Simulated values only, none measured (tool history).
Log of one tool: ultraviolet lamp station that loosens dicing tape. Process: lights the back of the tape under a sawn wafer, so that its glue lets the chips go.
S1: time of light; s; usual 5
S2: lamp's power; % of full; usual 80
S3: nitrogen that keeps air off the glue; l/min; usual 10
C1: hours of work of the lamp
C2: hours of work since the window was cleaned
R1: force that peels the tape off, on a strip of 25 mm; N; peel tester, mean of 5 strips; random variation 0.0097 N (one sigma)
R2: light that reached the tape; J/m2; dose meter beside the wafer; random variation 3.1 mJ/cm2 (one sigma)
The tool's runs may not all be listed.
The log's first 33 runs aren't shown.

run   hour  S1  S2  S3   C1   C2     R1    R2
 34  288.3   5  80   4  232   68  0.748  4410
 35  296.9   5  80  10  237   73  0.464  4360
 36  303.3   5  80  10  241   77  0.458  4340
 37  310.5   5  99  16  245   81  0.292  5400
 38  321.6   5  79  16  252   88  0.383  4320
 39  326.7   5  69  16  255   91  0.448  3730
 40  331.9   5  69  16  259   95  0.441  3640
 41  336.9   5  69  16  262   98  0.460  3730
 42  343.8   5  69  16  266  102  0.450  3750
 43  353.1   5  69  16  272  108  0.437  3750

Forecast each of these 3 alternatives for the next run:
  A  363.9   6  69   8  278  114   ?   ?
  B  363.9   7  69   8  278  114   ?   ?
  C  363.9   5  80  15  278  114   ?   ?

run     R1    R2
  A  0.480  4460
  B  0.397  5310
  C  0.376  4330
Without the tool's hidden state the same runs would have given:
run     R1    R2
  A  0.423  4890
  B  0.355  5820
  C  0.337  4750
